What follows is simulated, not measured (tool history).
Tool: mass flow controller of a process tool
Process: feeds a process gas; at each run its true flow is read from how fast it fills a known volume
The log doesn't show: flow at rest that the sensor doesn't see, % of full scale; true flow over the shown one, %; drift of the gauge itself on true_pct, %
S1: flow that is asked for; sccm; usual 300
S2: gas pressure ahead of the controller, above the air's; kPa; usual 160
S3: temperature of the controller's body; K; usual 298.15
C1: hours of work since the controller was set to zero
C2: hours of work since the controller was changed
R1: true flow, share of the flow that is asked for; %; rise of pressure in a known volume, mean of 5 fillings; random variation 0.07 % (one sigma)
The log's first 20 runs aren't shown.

{"run": 21, "hour": 1288.3, "S1": 300, "S2": 251, "S3": 297.15, "C1": 3468, "C2": 3468, "R1": 100.67}
{"run": 22, "hour": 1365.5, "S1": 300, "S2": 251, "S3": 297.15, "C1": 3525, "C2": 3525, "R1": 100.74}
{"run": 23, "hour": 1439.7, "S1": 122, "S2": 251, "S3": 294.15, "C1": 3580, "C2": 3580, "R1": 100.89}
{"run": 24, "hour": 1489.6, "S1": 610, "S2": 146, "S3": 299.15, "C1": 3617, "C2": 3617, "R1": 100.54}
{"run": 25, "hour": 1553.7, "S1": 610, "S2": 146, "S3": 299.15, "C1": 3664, "C2": 3664, "R1": 100.57}
{"run": 26, "hour": 1606.9, "S1": 610, "S2": 146, "S3": 299.15, "C1": 3703, "C2": 3703, "R1": 100.5}
{"run": 27, "hour": 1682.4, "S1": 610, "S2": 146, "S3": 299.15, "C1": 3759, "C2": 3759, "R1": 100.55}
{"run": 28, "hour": 1754.6, "S1": 300, "S2": 160, "S3": 299.15, "C1": 3813, "C2": 3813, "R1": 100.44}
{"run": 29, "hour": 1797.3, "S1": 269, "S2": 248, "S3": 303.15, "C1": 3844, "C2": 3844, "R1": 101.55}
{"run": 30, "hour": 1842.8, "S1": 629, "S2": 160, "S3": 298.15, "C1": 3878, "C2": 3878, "R1": 100.74}
{"run": 31, "hour": 1926.1, "S1": 101, "S2": 180, "S3": 295.15, "C1": 3940, "C2": 3940, "R1": 100.86}
{"run": 32, "hour": 2001.9, "S1": 101, "S2": 180, "S3": 295.15, "C1": 3996, "C2": 3996, "R1": 101.08}
{"run": 33, "hour": 2067.7, "S1": 101, "S2": 180, "S3": 295.15, "C1": 4044, "C2": 4044, "R1": 101.06}
{"run": 34, "hour": 2131.9, "S1": 101, "S2": 180, "S3": 295.15, "C1": 4092, "C2": 4092, "R1": 101.2}
{"run": 35, "hour": 2175.1, "S1": 101, "S2": 180, "S3": 295.15, "C1": 4124, "C2": 4124, "R1": 101.28}
{"run": 36, "hour": 2218.1, "S1": 205, "S2": 150, "S3": 300.15, "C1": 4156, "C2": 4156, "R1": 100.76}
{"run": 37, "hour": 2279.7, "S1": 259, "S2": 150, "S3": 310.15, "C1": 4201, "C2": 4201, "R1": 101.98}

4 ways to go on from here, each from the tool as it stands after run 37. What would each give?
{"run": "A", "hour": 2341.3, "S1": 300, "S2": 160, "S3": 296.15, "C1": 4247, "C2": 4247, "R1": "?"}
{"run": "B", "hour": 2341.3, "S1": 278, "S2": 188, "S3": 297.15, "C1": 4247, "C2": 4247, "R1": "?"}
{"run": "C", "hour": 2341.3, "S1": 254, "S2": 156, "S3": 310.15, "C1": 4247, "C2": 4247, "R1": "?"}
{"run": "D", "hour": 2341.3, "S1": 534, "S2": 150, "S3": 306.15, "C1": 4247, "C2": 4247, "R1": "?"}

run=A R1=100.39
run=B R1=100.61
run=C R1=101.93
run=D R1=101.63
Without the tool's hidden state the same runs would have given:
run=A R1=98.25
run=B R1=98.42
run=C R1=99.66
run=D R1=99.77

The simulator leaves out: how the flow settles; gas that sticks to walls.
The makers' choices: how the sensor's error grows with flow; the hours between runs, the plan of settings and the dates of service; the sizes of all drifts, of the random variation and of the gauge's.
